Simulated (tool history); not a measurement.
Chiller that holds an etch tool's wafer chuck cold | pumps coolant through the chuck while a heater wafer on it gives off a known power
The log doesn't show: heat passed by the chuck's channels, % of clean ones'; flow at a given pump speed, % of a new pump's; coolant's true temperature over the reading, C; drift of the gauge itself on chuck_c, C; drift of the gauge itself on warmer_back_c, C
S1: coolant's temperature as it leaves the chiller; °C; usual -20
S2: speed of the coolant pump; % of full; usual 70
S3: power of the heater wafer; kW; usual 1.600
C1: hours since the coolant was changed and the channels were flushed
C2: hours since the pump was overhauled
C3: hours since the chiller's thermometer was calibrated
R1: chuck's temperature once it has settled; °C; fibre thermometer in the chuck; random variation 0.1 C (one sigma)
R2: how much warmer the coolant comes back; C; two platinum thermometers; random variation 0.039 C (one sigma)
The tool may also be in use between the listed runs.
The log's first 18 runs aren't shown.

run	day	S1	S2	S3	C1	C2	C3	R1	R2
19	20.117	-27	78	1.538	6442	557	4011	-12.7	7.20
20	21.346	-24	78	1.208	6472	587	4041	-12.8	5.67
21	22.150	-21	78	0.818	6491	606	4060	-13.6	3.95
22	22.996	-18	70	1.600	6511	627	4081	-1.8	8.39
23	23.646	-14	80	1.435	6527	642	4096	-0.9	6.63
24	25.000	-19	78	1.553	6559	675	4129	-4.6	7.30
25	26.112	-19	78	1.553	6586	701	4155	-4.5	7.35
26	27.521	-19	78	1.553	6620	735	4189	-4.3	7.34
27	28.867	-19	78	1.553	6652	768	4221	-4.4	7.36
28	29.512	-29	78	1.553	6668	783	4237	-14.4	7.29
29	30.483	-11	62	0.804	6691	806	4260	-2.4	4.87
30	31.579	-11	62	0.804	6717	833	4287	-2.3	4.91

The next listed run, before its measurement:
31	32.450	-26	62	1.147	6738	853	4307	?	?

R1: -13.4 °C
R2: 6.85 C
Without the tool's hidden state the same run would have given R1 -14.5 °C, R2 6.83 C.
